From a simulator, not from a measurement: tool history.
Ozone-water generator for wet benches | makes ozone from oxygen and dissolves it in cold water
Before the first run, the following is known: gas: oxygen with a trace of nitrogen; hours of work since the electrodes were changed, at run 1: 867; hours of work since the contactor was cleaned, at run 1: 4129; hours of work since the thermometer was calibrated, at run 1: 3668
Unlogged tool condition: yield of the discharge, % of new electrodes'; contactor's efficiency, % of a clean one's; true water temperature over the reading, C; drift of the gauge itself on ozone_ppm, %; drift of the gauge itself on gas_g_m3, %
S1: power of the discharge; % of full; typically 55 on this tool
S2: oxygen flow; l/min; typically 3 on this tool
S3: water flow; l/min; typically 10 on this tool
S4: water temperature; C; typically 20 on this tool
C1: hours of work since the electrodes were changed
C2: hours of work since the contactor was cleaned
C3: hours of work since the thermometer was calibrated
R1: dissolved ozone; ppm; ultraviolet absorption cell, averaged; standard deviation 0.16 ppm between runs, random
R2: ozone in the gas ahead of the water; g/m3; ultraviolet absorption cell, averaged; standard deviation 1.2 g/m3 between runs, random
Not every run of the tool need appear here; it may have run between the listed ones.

{"run": 1, "hour": 0.0, "S1": 55, "S2": 3, "S3": 10, "S4": 20, "C1": 867, "C2": 4129, "C3": 3668, "R1": 20.7, "R2": 212.7}
{"run": 2, "hour": 30.1, "S1": 55, "S2": 3, "S3": 10, "S4": 20, "C1": 892, "C2": 4154, "C3": 3693, "R1": 20.8, "R2": 211.8}
{"run": 3, "hour": 66.3, "S1": 55, "S2": 3, "S3": 10, "S4": 20, "C1": 922, "C2": 4184, "C3": 3723, "R1": 20.7, "R2": 211.2}
{"run": 4, "hour": 97.7, "S1": 55, "S2": 3, "S3": 10, "S4": 20, "C1": 948, "C2": 4210, "C3": 3750, "R1": 20.2, "R2": 210.1}
{"run": 5, "hour": 120.3, "S1": 55, "S2": 3, "S3": 10, "S4": 20, "C1": 967, "C2": 4229, "C3": 3768, "R1": 20.8, "R2": 211.3}
{"run": 6, "hour": 148.8, "S1": 55, "S2": 3, "S3": 10, "S4": 20, "C1": 991, "C2": 4253, "C3": 3792, "R1": 20.5, "R2": 210.6}
{"run": 7, "hour": 173.7, "S1": 55, "S2": 3, "S3": 10, "S4": 20, "C1": 1012, "C2": 4274, "C3": 3813, "R1": 20.6, "R2": 211.2}
{"run": 8, "hour": 208.9, "S1": 55, "S2": 3, "S3": 10, "S4": 20, "C1": 1041, "C2": 4303, "C3": 3842, "R1": 20.6, "R2": 210.2}
{"run": 9, "hour": 228.0, "S1": 55, "S2": 3, "S3": 10, "S4": 20, "C1": 1057, "C2": 4319, "C3": 3858, "R1": 20.7, "R2": 210.5}
{"run": 10, "hour": 255.4, "S1": 55, "S2": 3, "S3": 10, "S4": 20, "C1": 1080, "C2": 4342, "C3": 3881, "R1": 20.5, "R2": 210.5}
{"run": 11, "hour": 279.0, "S1": 54, "S2": 3, "S3": 10, "S4": 20, "C1": 1100, "C2": 4362, "C3": 3901, "R1": 20.3, "R2": 207.1}
{"run": 12, "hour": 296.6, "S1": 55, "S2": 3, "S3": 10, "S4": 26, "C1": 1115, "C2": 4377, "C3": 3916, "R1": 18.8, "R2": 209.2}
{"run": 13, "hour": 318.3, "S1": 55, "S2": 3.63, "S3": 10, "S4": 20, "C1": 1133, "C2": 4395, "C3": 3934, "R1": 20, "R2": 185.5}
{"hour": 343.4, "done": "water thermometer calibrated"}
{"run": 14, "hour": 354.8, "S1": 96, "S2": 3, "S3": 10, "S4": 20, "C1": 1163, "C2": 4425, "C3": 10, "R1": 29.6, "R2": 305.3}
{"run": 15, "hour": 394.7, "S1": 55, "S2": 3, "S3": 10, "S4": 20, "C1": 1196, "C2": 4458, "C3": 43, "R1": 20.6, "R2": 211.1}
{"run": 16, "hour": 436.4, "S1": 55, "S2": 3, "S3": 10, "S4": 20, "C1": 1231, "C2": 4493, "C3": 78, "R1": 20.5, "R2": 209.8}
{"run": 17, "hour": 465.6, "S1": 44, "S2": 3.46, "S3": 8, "S4": 20, "C1": 1255, "C2": 4517, "C3": 102, "R1": 20.3, "R2": 165.8}
{"run": 18, "hour": 506.2, "S1": 44, "S2": 3.46, "S3": 8, "S4": 20, "C1": 1289, "C2": 4551, "C3": 136, "R1": 20.4, "R2": 165.4}
{"run": 19, "hour": 535.2, "S1": 43, "S2": 3.83, "S3": 7, "S4": 23, "C1": 1313, "C2": 4575, "C3": 160, "R1": 20, "R2": 151.7}
{"run": 20, "hour": 566.8, "S1": 43, "S2": 4.93, "S3": 7, "S4": 14, "C1": 1340, "C2": 4602, "C3": 187, "R1": 22.4, "R2": 129.5}
{"run": 21, "hour": 589.1, "S1": 43, "S2": 4.93, "S3": 7, "S4": 14, "C1": 1358, "C2": 4620, "C3": 205, "R1": 22.4, "R2": 128}
{"run": 22, "hour": 618.4, "S1": 47, "S2": 4.93, "S3": 6, "S4": 14, "C1": 1383, "C2": 4645, "C3": 230, "R1": 25.6, "R2": 137.1}
{"run": 23, "hour": 658.4, "S1": 47, "S2": 5.19, "S3": 9, "S4": 16, "C1": 1416, "C2": 4678, "C3": 263, "R1": 18.9, "R2": 131.4}
{"run": 24, "hour": 693.6, "S1": 47, "S2": 5.19, "S3": 9, "S4": 16, "C1": 1446, "C2": 4708, "C3": 292, "R1": 19.1, "R2": 132.5}
{"run": 25, "hour": 731.4, "S1": 54, "S2": 3, "S3": 7, "S4": 16, "C1": 1477, "C2": 4739, "C3": 324, "R1": 28.4, "R2": 206.3}
{"run": 26, "hour": 770.7, "S1": 71, "S2": 3.88, "S3": 9, "S4": 17, "C1": 1510, "C2": 4772, "C3": 357, "R1": 26.2, "R2": 210.3}

Forecast run 27:
{"run": 27, "hour": 807.6, "S1": 55, "S2": 2.73, "S3": 10, "S4": 23, "C1": 1541, "C2": 4803, "C3": 388, "R1": "?", "R2": "?"}

R1: 19.5 ppm
R2: 223.4 g/m3
With no hidden state in the tool, this same run would have given R1 20.9 ppm, R2 228.5 g/m3.

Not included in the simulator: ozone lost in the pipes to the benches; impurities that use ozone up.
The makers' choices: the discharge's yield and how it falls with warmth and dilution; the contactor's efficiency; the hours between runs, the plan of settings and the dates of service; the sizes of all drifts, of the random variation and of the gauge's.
